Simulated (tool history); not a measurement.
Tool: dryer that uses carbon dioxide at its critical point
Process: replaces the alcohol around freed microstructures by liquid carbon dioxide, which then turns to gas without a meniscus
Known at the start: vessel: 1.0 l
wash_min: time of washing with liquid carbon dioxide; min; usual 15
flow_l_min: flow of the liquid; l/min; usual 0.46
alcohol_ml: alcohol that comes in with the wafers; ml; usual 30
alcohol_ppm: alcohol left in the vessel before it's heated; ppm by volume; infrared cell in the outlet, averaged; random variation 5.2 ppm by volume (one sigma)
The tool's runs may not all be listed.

| run | hour | wash_min | flow_l_min | alcohol_ml | alcohol_ppm |
|---|---|---|---|---|---|
| 1 | 0 | 15 | 0.46 | 30 | 98 |
| 2 | 15.3 | 15 | 0.46 | 29 | 96 |
| 3 | 44.9 | 15 | 0.46 | 30 | 108 |
| 4 | 64.1 | 15 | 0.554 | 30 | 50 |
| 5 | 77.9 | 15 | 0.554 | 52 | 70 |
| 6 | 104.7 | 15 | 0.554 | 52 | 77 |
| 7 | 127.9 | 15 | 0.46 | 30 | 121 |
| 8 | 153.7 | 15 | 0.46 | 83 | 328 |
| 9 | 182.2 | 15 | 0.476 | 83 | 275 |
| 10 | 203.3 | 15 | 0.46 | 64 | 251 |
| 11 | 219.7 | 15 | 0.46 | 64 | 269 |
| 12 | 234.9 | 15 | 0.46 | 64 | 266 |
| 13 | 248.5 | 15 | 0.46 | 64 | 275 |
| 14 | 274.3 | 15 | 0.46 | 64 | 285 |
| 15 | 302.1 | 15 | 0.46 | 64 | 283 |
| 16 | 326.1 | 15 | 0.46 | 64 | 302 |
| 17 | 345.7 | 11 | 0.46 | 30 | 567 |
| 18 | 372.4 | 11 | 0.46 | 30 | 566 |
| 19 | 396.3 | 11 | 0.46 | 30 | 601 |
| 20 | 421.8 | 11 | 0.46 | 30 | 613 |
| 21 | 448 | 11 | 0.46 | 77 | 1550 |
| 22 | 465.5 | 11 | 0.46 | 77 | 1543 |
| 23 | 491.9 | 11 | 0.46 | 77 | 1530 |
| 24 | 518.8 | 11 | 0.46 | 77 | 1570 |
| 25 | 534.3 | 16 | 0.46 | 59 | 263 |
| 26 | 558.1 | 15 | 0.72 | 30 | 75 |
| 27 | 575.4 | 17 | 0.743 | 59 | 69 |
| 28 | 596.3 | 15 | 0.313 | 30 | 956 |
| 29 | 614.3 | 17 | 0.366 | 46 | 502 |
| 30 | 631.6 | 11 | 0.46 | 64 | 1461 |
| 31 | 646.5 | 11 | 0.529 | 29 | 437 |
| 32 | 677.2 | 24 | 0.575 | 29 | 79 |
| 33 | 689.9 | 24 | 0.575 | 29 | 75 |
| 34 | 708.6 | 11 | 0.46 | 53 | 1288 |
| 35 | 737.7 | 22 | 0.723 | 30 | 76 |
| 36 | 758.5 | 17 | 0.46 | 30 | 162 |
| 37 | 778.8 | 17 | 0.46 | 30 | 178 |
| 38 | 793.6 | 23 | 0.726 | 30 | 84 |
| 39 | 813 | 15 | 0.375 | 30 | 603 |
| 40 | 838.2 | 20 | 0.6 | 30 | 90 |
| 41 | 854.5 | 19 | 0.6 | 80 | 107 |
| 42 | 875.7 | 15 | 0.555 | 92 | 297 |
| 43 | 898.7 | 15 | 0.555 | 92 | 311 |
| 44 | 921.5 | 15 | 0.642 | 37 | 123 |
| 45 | 951.4 | 21 | 0.688 | 22 | 97 |
| 46 | 966.2 | 21 | 0.688 | 22 | 93 |
| 47 | 996.6 | 21 | 0.688 | 22 | 107 |

Hidden state or all else? Some run-to-run changes of alcohol_ppm, split into what the settings, what came in and random variation would give without the hidden state, and what is left for the hidden state (with any gauge scatter that isn't in both results):
The hidden state here: flow that reaches the vessel past the clogged filter, %; alcohol in the recycled carbon dioxide, ppm; drift of the gauge itself on alcohol_ppm, %.
Run 24 -> 25: wash_min 11 -> 16, alcohol_ml 77 -> 59. alcohol_ppm -1307 ppm by volume: hidden state -378, all else -929.
Run 33 -> 34: wash_min 24 -> 11, flow_l_min 0.575 -> 0.46, alcohol_ml 29 -> 53. alcohol_ppm +1213 ppm by volume: hidden state +482, all else +731.
Run 34 -> 35: wash_min 11 -> 22, flow_l_min 0.46 -> 0.723, alcohol_ml 53 -> 30. alcohol_ppm -1212 ppm by volume: hidden state -478, all else -734.

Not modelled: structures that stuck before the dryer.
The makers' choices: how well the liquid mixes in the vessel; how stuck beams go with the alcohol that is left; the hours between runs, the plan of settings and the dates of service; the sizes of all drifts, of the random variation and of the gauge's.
